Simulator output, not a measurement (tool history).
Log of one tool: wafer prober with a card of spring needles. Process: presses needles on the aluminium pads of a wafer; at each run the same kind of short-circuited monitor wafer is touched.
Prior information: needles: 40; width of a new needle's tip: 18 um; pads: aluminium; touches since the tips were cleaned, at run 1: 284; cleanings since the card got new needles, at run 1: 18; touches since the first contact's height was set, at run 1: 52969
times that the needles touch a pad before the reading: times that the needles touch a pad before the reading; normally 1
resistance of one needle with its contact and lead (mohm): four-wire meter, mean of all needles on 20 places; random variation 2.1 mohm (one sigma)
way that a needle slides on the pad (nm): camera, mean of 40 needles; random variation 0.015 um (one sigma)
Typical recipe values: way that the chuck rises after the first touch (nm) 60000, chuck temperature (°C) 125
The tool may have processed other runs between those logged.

run	hour	way that the chuck rises after the first touch (nm)	chuck temperature (°C)	times that the needles touch a pad before the reading	touches since the tips were cleaned	cleanings since the card got new needles	touches since the first contact's height was set	resistance of one needle with its contact and lead (mohm)	way that a needle slides on the pad (nm)
1	0	60000	125	1	284	18	52969	236	10390
2	8.3	48000	125	1	4218	18	56903	241	8310
# hour 16.1: tips cleaned on abrasive film
3	16.1	48000	125	1	0	19	60542	240	8310
4	25.5	59000	125	1	4422	19	64964	235	10250
# hour 33.1: tips cleaned on abrasive film
5	33.6	59000	125	1	228	20	68766	234	10270
6	41.6	60000	87	1	4025	20	72563	230	10450
7	49.1	60000	125	1	7567	20	76105	238	10460
# hour 50: tips cleaned on abrasive film
8	58.4	60000	125	1	3954	21	80450	238	10440
9	65.2	60000	125	1	7184	21	83680	234	10470
# hour 67.1: tips cleaned on abrasive film
10	72.7	60000	125	1	2612	22	87156	239	10450
11	79.5	60000	125	1	5841	22	90385	237	10470
# hour 84: tips cleaned on abrasive film
12	85.2	60000	125	1	590	23	93059	237	10460
13	94.1	60000	125	1	4776	23	97245	232	10480
14	100.2	60000	48	1	7668	23	100137	217	10490
# hour 101: tips cleaned on abrasive film
15	108.9	60000	48	1	3733	24	104208	216	10490
# hour 117.9: tips cleaned on abrasive film
16	118.5	60000	48	1	260	25	108694	214	10530
17	127.3	60000	48	1	4435	25	112869	218	10510
# hour 129: height of the first contact set anew
18	132.8	60000	48	1	6877	25	1796	220	10520
# hour 134.9: tips cleaned on abrasive film
19	138.6	43000	52	3	1754	26	4514	227	7540
20	145.4	53000	38	3	4939	26	7699	216	9290
21	151.1	53000	49	2	7667	26	10427	221	9300
# hour 152: tips cleaned on abrasive film
22	156.2	51000	29	2	1982	27	12783	214	8950
23	165.3	60000	82	2	6295	27	17096	226	10560
# hour 169: tips cleaned on abrasive film
24	172.1	51000	82	2	1446	28	20241	231	8960
25	180.8	43000	82	2	5581	28	24376	237	7580
# hour 186.4: tips cleaned on abrasive film
26	189.7	43000	82	2	1577	29	28545	232	7590
27	199.4	60000	115	1	6158	29	33126	232	10590
# hour 203.5: tips cleaned on abrasive film
28	206.9	63000	125	3	1616	30	36629	235	11100
29	216.4	54000	125	2	6128	30	41141	238	9550
# hour 217.3: gauge calibrated
# hour 220.2: tips cleaned on abrasive film
30	221.8	53000	39	2	745	31	43637	216	9200
31	226.8	62000	125	1	3120	31	46012	232	10740
32	236.1	62000	125	1	7498	31	50390	231	10770
# hour 237.3: tips cleaned on abrasive film
33	240.2	74000	52	2	1368	32	52281	217	12860

Some steps in way that a needle slides on the pad (nm) between neighbouring runs. How much of each would the tool show without its hidden state too (settings, what came in, random variation), and how much is left for the hidden state, with any gauge scatter that isn't in both results?
Unlogged tool condition in this case: debris on the tips, nm; way that the needles fall short of the set height, um; tips' diameter, um; drift of the gauge itself on contact_mohm, %; drift of the gauge itself on scrub_um, %.
Run 18 -> 19: way that the chuck rises after the first touch (nm) 60000 -> 43000, chuck temperature (°C) 48 -> 52, times that the needles touch a pad before the reading 1 -> 3, tips cleaned on abrasive film. way that a needle slides on the pad (nm) -2980: hidden state -20, all else -2960.
Run 22 -> 23: way that the chuck rises after the first touch (nm) 51000 -> 60000, chuck temperature (°C) 29 -> 82. way that a needle slides on the pad (nm) +1610: hidden state +30, all else +1580.
Run 26 -> 27: way that the chuck rises after the first touch (nm) 43000 -> 60000, chuck temperature (°C) 82 -> 115, times that the needles touch a pad before the reading 2 -> 1. way that a needle slides on the pad (nm) +3000: hidden state +60, all else +2940.
Run 29 -> 30: way that the chuck rises after the first touch (nm) 54000 -> 53000, chuck temperature (°C) 125 -> 39, gauge calibrated, tips cleaned on abrasive film. way that a needle slides on the pad (nm) -350: hidden state -160, all else -190.
Run 32 -> 33: way that the chuck rises after the first touch (nm) 62000 -> 74000, chuck temperature (°C) 125 -> 52, times that the needles touch a pad before the reading 1 -> 2, tips cleaned on abrasive film. way that a needle slides on the pad (nm) +2090: hidden state +10, all else +2080.

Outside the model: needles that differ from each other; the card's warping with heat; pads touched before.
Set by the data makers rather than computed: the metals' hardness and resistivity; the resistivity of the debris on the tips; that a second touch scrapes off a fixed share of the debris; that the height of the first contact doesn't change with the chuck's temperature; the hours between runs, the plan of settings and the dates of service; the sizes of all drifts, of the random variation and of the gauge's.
